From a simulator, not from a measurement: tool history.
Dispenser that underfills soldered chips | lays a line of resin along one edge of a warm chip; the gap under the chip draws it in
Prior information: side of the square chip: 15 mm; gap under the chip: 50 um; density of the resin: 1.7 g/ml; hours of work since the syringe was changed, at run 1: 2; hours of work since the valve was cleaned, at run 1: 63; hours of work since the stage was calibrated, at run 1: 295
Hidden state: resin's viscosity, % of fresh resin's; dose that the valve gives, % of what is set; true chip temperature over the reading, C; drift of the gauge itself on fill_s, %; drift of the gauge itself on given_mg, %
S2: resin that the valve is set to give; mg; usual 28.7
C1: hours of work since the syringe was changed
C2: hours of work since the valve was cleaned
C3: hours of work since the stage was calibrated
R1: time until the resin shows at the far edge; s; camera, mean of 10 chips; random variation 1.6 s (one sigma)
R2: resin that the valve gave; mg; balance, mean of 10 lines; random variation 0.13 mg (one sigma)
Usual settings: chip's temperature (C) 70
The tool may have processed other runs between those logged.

run 1 hour=0.0 | chip's_temperature_(C)=70 S2=28.7 | C1=2 C2=63 C3=295 | R1=163.9 R2=27.65
-- hour=8.8 new syringe of resin
run 2 hour=14.5 | chip's_temperature_(C)=70 S2=28.7 | C1=4 C2=72 C3=304 | R1=177.1 R2=27.36
-- hour=20.2 new syringe of resin
-- hour=24.8 dispensing valve cleaned and set on the balance
run 3 hour=30.6 | chip's_temperature_(C)=70 S2=28.7 | C1=6 C2=4 C3=313 | R1=189.3 R2=28.56
-- hour=32.6 new syringe of resin
run 4 hour=42.7 | chip's_temperature_(C)=70 S2=28.7 | C1=6 C2=11 C3=320 | R1=193.6 R2=28.50
-- hour=44.3 new syringe of resin
run 5 hour=52.8 | chip's_temperature_(C)=70 S2=28.7 | C1=5 C2=17 C3=326 | R1=187.0 R2=28.47
-- hour=55.5 new syringe of resin
-- hour=66.3 new syringe of resin
run 6 hour=67.4 | chip's_temperature_(C)=70 S2=28.7 | C1=1 C2=26 C3=335 | R1=158.6 R2=28.05
-- hour=77.4 new syringe of resin
run 7 hour=80.6 | chip's_temperature_(C)=70 S2=28.7 | C1=2 C2=34 C3=343 | R1=165.4 R2=27.96
-- hour=88.2 new syringe of resin
run 8 hour=95.4 | chip's_temperature_(C)=57 S2=28.7 | C1=4 C2=43 C3=352 | R1=282.7 R2=27.65
-- hour=99.8 new syringe of resin
run 9 hour=102.9 | chip's_temperature_(C)=70 S2=28.7 | C1=2 C2=47 C3=357 | R1=162.5 R2=27.85
-- hour=110.8 new syringe of resin
run 10 hour=111.3 | chip's_temperature_(C)=70 S2=28.7 | C1=0 C2=52 C3=362 | R1=150.1 R2=27.67
run 11 hour=118.6 | chip's_temperature_(C)=70 S2=28.7 | C1=5 C2=57 C3=366 | R1=180.2 R2=27.61
-- hour=121.8 new syringe of resin
run 12 hour=128.0 | chip's_temperature_(C)=70 S2=34.8 | C1=4 C2=63 C3=372 | R1=168.7 R2=33.22
-- hour=132.6 new syringe of resin
run 13 hour=138.7 | chip's_temperature_(C)=70 S2=28.7 | C1=4 C2=69 C3=378 | R1=179.6 R2=27.53
-- hour=144.4 new syringe of resin
-- hour=153.2 dispensing valve cleaned and set on the balance
run 14 hour=154.1 | chip's_temperature_(C)=70 S2=28.7 | C1=5 C2=1 C3=387 | R1=181.1 R2=28.85
-- hour=156.4 new syringe of resin
-- hour=165.7 stage's temperature calibrated
run 15 hour=167.7 | chip's_temperature_(C)=70 S2=28.7 | C1=6 C2=8 C3=1 | R1=205.4 R2=28.53
-- hour=169.4 new syringe of resin
run 16 hour=178.7 | chip's_temperature_(C)=70 S2=28.7 | C1=6 C2=15 C3=8 | R1=202.1 R2=28.45
-- hour=180.3 new syringe of resin
run 17 hour=185.4 | chip's_temperature_(C)=70 S2=28.7 | C1=3 C2=19 C3=12 | R1=183.4 R2=28.43
-- hour=192.0 new syringe of resin
run 18 hour=197.2 | chip's_temperature_(C)=64 S2=27.0 | C1=3 C2=26 C3=19 | R1=222.5 R2=26.43
-- hour=203.2 new syringe of resin
run 19 hour=208.6 | chip's_temperature_(C)=74 S2=36.7 | C1=3 C2=33 C3=26 | R1=158.0 R2=35.69
-- hour=214.3 new syringe of resin
run 20 hour=223.0 | chip's_temperature_(C)=65 S2=28.7 | C1=5 C2=42 C3=35 | R1=236.5 R2=27.99
-- hour=225.2 new syringe of resin
run 21 hour=233.4 | chip's_temperature_(C)=65 S2=28.7 | C1=5 C2=48 C3=41 | R1=231.6 R2=28.03
-- hour=236.9 new syringe of resin
-- hour=247.7 new syringe of resin
run 22 hour=248.2 | chip's_temperature_(C)=65 S2=28.7 | C1=0 C2=57 C3=50 | R1=193.6 R2=27.60
-- hour=259.4 new syringe of resin
run 23 hour=259.5 | chip's_temperature_(C)=65 S2=28.7 | C1=0 C2=64 C3=57 | R1=190.4 R2=27.42
run 24 hour=267.0 | chip's_temperature_(C)=80 S2=29.3 | C1=5 C2=68 C3=61 | R1=145.3 R2=28.12
-- hour=270.8 new syringe of resin
run 25 hour=280.6 | chip's_temperature_(C)=70 S2=29.9 | C1=6 C2=77 C3=70 | R1=197.1 R2=28.54
-- hour=281.6 new syringe of resin
-- hour=283.2 dispensing valve cleaned and set on the balance
run 26 hour=291.8 | chip's_temperature_(C)=73 S2=35.6 | C1=6 C2=5 C3=76 | R1=173.7 R2=35.58
-- hour=293.6 new syringe of resin
run 27 hour=301.7 | chip's_temperature_(C)=73 S2=35.6 | C1=5 C2=11 C3=82 | R1=171.4 R2=35.70
-- hour=305.3 new syringe of resin
run 28 hour=310.4 | chip's_temperature_(C)=60 S2=29.7 | C1=3 C2=17 C3=87 | R1=250.6 R2=29.50
-- hour=316.3 new syringe of resin
run 29 hour=317.9 | chip's_temperature_(C)=74 S2=32.0 | C1=1 C2=21 C3=91 | R1=142.3 R2=31.40
run 30 hour=326.6 | chip's_temperature_(C)=56 S2=24.9 | C1=6 C2=26 C3=97 | R1=334.8 R2=24.41
-- hour=327.9 new syringe of resin
run 31 hour=336.4 | chip's_temperature_(C)=70 S2=25.0 | C1=5 C2=32 C3=103 | R1=201.4 R2=24.74
-- hour=339.1 new syringe of resin
run 32 hour=345.4 | chip's_temperature_(C)=61 S2=27.0 | C1=4 C2=38 C3=108 | R1=247.5 R2=26.52
-- hour=350.6 new syringe of resin
run 33 hour=351.7 | chip's_temperature_(C)=61 S2=27.0 | C1=1 C2=41 C3=112 | R1=224.4 R2=26.40
run 34 hour=358.6 | chip's_temperature_(C)=84 S2=34.2 | C1=5 C2=46 C3=116 | R1=123.9 R2=33.14

Each row is a separate what-if for the run after 34, all from the same tool condition, not one after another. Results?
-- hour=361.4 new syringe of resin
run A hour=369.8 | chip's_temperature_(C)=70 S2=32.5 | C1=5 C2=53 C3=123 | R1=? R2=?
-- hour=361.4 new syringe of resin
run B hour=369.8 | chip's_temperature_(C)=68 S2=30.0 | C1=5 C2=53 C3=123 | R1=? R2=?
-- hour=361.4 new syringe of resin
run C hour=369.8 | chip's_temperature_(C)=69 S2=32.7 | C1=5 C2=53 C3=123 | R1=? R2=?

run=A R1=187.5 R2=31.38
run=B R1=199.3 R2=29.10
run=C R1=194.2 R2=31.75
The same runs, with their run-to-run variation unchanged, on a tool lacking any hidden condition would have given:
run=A R1=158.8 R2=32.35
run=B R1=168.7 R2=30.00
run=C R1=164.5 R2=32.73

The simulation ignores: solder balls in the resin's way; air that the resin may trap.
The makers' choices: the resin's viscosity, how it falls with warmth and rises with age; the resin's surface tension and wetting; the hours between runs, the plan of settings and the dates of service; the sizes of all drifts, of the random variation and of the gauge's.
